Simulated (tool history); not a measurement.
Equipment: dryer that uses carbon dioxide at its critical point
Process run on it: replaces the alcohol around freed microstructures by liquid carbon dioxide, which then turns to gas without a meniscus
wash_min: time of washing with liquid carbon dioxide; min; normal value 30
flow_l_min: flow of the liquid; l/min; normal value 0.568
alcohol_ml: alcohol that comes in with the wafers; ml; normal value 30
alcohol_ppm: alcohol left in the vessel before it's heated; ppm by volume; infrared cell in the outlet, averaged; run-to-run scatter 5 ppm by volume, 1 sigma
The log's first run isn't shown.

| run | hour | wash_min | flow_l_min | alcohol_ml | alcohol_ppm |
|---|---|---|---|---|---|
| 2 | 7 | 30 | 0.568 | 30 | 55 |
| 3 | 15 | 30 | 0.568 | 30 | 56 |
| 4 | 20.9 | 30 | 0.568 | 30 | 64 |
| 5 | 25.7 | 30 | 0.568 | 30 | 59 |
| 6 | 34.6 | 30 | 0.568 | 22 | 46 |
| 7 | 40.9 | 30 | 0.568 | 30 | 51 |
| 8 | 46.6 | 30 | 0.568 | 30 | 52 |
| 9 | 55.7 | 30 | 0.568 | 30 | 56 |
| 10 | 67.1 | 45 | 0.568 | 30 | 8 |
| 11 | 78.1 | 45 | 0.568 | 30 | 21 |
| 12 | 89.2 | 45 | 0.568 | 30 | 15 |
| 13 | 95.3 | 45 | 0.764 | 30 | 17 |
| 14 | 103.8 | 45 | 0.764 | 30 | 10 |
| 15 | 114.9 | 45 | 0.764 | 30 | 15 |
| 16 | 125.7 | 30 | 0.568 | 30 | 66 |
| 17 | 136.6 | 30 | 0.568 | 30 | 62 |
| 18 | 141.3 | 27 | 0.363 | 30 | 628 |
| 19 | 151 | 30 | 0.631 | 30 | 36 |

Predict the results of run 20:
| 20 | 160.5 | 30 | 0.631 | 30 | ? |

For run 20 the tool returned alcohol_ppm 31 ppm by volume.
The same run, on a tool lacking any hidden state, would have yielded alcohol_ppm 15 ppm by volume.

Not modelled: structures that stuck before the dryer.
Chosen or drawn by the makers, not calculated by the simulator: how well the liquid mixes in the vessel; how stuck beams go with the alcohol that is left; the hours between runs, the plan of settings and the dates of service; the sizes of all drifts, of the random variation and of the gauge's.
